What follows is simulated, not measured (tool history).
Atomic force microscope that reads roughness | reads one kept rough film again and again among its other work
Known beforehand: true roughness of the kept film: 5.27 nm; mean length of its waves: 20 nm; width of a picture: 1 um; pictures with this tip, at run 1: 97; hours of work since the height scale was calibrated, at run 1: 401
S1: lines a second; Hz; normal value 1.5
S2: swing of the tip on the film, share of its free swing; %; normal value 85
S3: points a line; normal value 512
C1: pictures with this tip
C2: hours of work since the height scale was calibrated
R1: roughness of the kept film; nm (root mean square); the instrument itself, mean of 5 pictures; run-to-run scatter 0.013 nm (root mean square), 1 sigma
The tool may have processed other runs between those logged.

run 1 hour=0 | S1=1.5 S2=85 S3=512 | C1=97 C2=401 | R1=2.814
run 2 hour=24.7 | S1=1.5 S2=85 S3=512 | C1=159 C2=420 | R1=2.636
run 3 hour=45 | S1=1.5 S2=85 S3=512 | C1=210 C2=436 | R1=2.47
run 4 hour=63.2 | S1=1.5 S2=85 S3=512 | C1=255 C2=450 | R1=2.356
run 5 hour=76.8 | S1=1.5 S2=59 S3=512 | C1=290 C2=461 | R1=2.605
run 6 hour=104.2 | S1=1.5 S2=59 S3=512 | C1=358 C2=482 | R1=2.428
-- hour=108.4 new tip fitted
run 7 hour=120.3 | S1=1.5 S2=59 S3=512 | C1=30 C2=494 | R1=3.486
run 8 hour=143.6 | S1=1.5 S2=85 S3=512 | C1=89 C2=512 | R1=2.821
run 9 hour=171.7 | S1=1.5 S2=85 S3=512 | C1=159 C2=534 | R1=2.614
run 10 hour=193.7 | S1=1.5 S2=68 S3=512 | C1=214 C2=551 | R1=2.724
run 11 hour=210.9 | S1=1.5 S2=85 S3=512 | C1=258 C2=564 | R1=2.33
run 12 hour=233 | S1=1.5 S2=85 S3=512 | C1=313 C2=581 | R1=2.217
run 13 hour=248.2 | S1=1.5 S2=85 S3=512 | C1=351 C2=593 | R1=2.114
-- hour=254.9 new tip fitted
run 14 hour=271.8 | S1=0.55 S2=85 S3=512 | C1=42 C2=611 | R1=3.363
run 15 hour=286.5 | S1=0.55 S2=85 S3=512 | C1=79 C2=622 | R1=3.23
run 16 hour=312.6 | S1=0.55 S2=85 S3=512 | C1=144 C2=642 | R1=2.962
run 17 hour=331.4 | S1=0.55 S2=85 S3=512 | C1=192 C2=657 | R1=2.812
run 18 hour=344.5 | S1=0.55 S2=85 S3=512 | C1=224 C2=667 | R1=2.728
run 19 hour=363.8 | S1=1.5 S2=85 S3=838 | C1=273 C2=682 | R1=2.329
run 20 hour=386.7 | S1=1.5 S2=85 S3=838 | C1=330 C2=700 | R1=2.226
-- hour=389.5 height scale calibrated on a step standard
-- hour=402 new tip fitted
run 21 hour=414.9 | S1=1.5 S2=85 S3=729 | C1=32 C2=19 | R1=3.071
run 22 hour=437.3 | S1=3.09 S2=85 S3=512 | C1=88 C2=37 | R1=2.435
run 23 hour=454.8 | S1=2.73 S2=84 S3=364 | C1=132 C2=50 | R1=2.392
-- hour=467.4 height scale calibrated on a step standard, once more
run 24 hour=483.3 | S1=2.73 S2=84 S3=364 | C1=201 C2=12 | R1=2.236
run 25 hour=504.4 | S1=1.5 S2=61 S3=276 | C1=254 C2=29 | R1=2.627
run 26 hour=526.8 | S1=1.5 S2=61 S3=276 | C1=310 C2=46 | R1=2.509
run 27 hour=544.9 | S1=1.01 S2=70 S3=561 | C1=356 C2=60 | R1=2.423
-- hour=549.3 new tip fitted
run 28 hour=557.6 | S1=0.5 S2=74 S3=789 | C1=20 C2=69 | R1=3.536
run 29 hour=582.4 | S1=2.4 S2=65 S3=461 | C1=83 C2=89 | R1=3.077
run 30 hour=610 | S1=2.4 S2=65 S3=461 | C1=152 C2=110 | R1=2.846
run 31 hour=637.9 | S1=2.4 S2=65 S3=461 | C1=222 C2=132 | R1=2.647
run 32 hour=665.2 | S1=0.96 S2=81 S3=617 | C1=290 C2=153 | R1=2.48
run 33 hour=687.4 | S1=0.96 S2=81 S3=617 | C1=346 C2=170 | R1=2.344
-- hour=694.8 new tip fitted
run 34 hour=701.4 | S1=1.5 S2=59 S3=281 | C1=17 C2=180 | R1=3.526
run 35 hour=724.2 | S1=1.5 S2=59 S3=512 | C1=74 C2=198 | R1=3.301
run 36 hour=749.9 | S1=1.5 S2=59 S3=512 | C1=139 C2=218 | R1=3.065
run 37 hour=763.3 | S1=1.5 S2=81 S3=707 | C1=172 C2=228 | R1=2.669

Per-run results on a tool with no hidden state, each run keeping its own random variation:
Unlogged tool condition in this case: radius of the tip, nm; height scale over the true one, %; drift of the gauge itself on roughness_nm, %.
run=1 R1=3.21
run=2 R1=3.221
run=3 R1=3.208
run=4 R1=3.214
run=5 R1=3.671
run=6 R1=3.651
run=7 R1=3.671
run=8 R1=3.206
run=9 R1=3.216
run=10 R1=3.566
run=11 R1=3.203
run=12 R1=3.223
run=13 R1=3.199
run=14 R1=3.575
run=15 R1=3.59
run=16 R1=3.561
run=17 R1=3.572
run=18 R1=3.579
run=19 R1=3.22
run=20 R1=3.241
run=21 R1=3.247
run=22 R1=2.757
run=23 R1=2.857
run=24 R1=2.857
run=25 R1=3.562
run=26 R1=3.597
run=27 R1=3.641
run=28 R1=3.683
run=29 R1=3.457
run=30 R1=3.451
run=31 R1=3.459
run=32 R1=3.486
run=33 R1=3.478
run=34 R1=3.624
run=35 R1=3.662
run=36 R1=3.664
run=37 R1=3.299
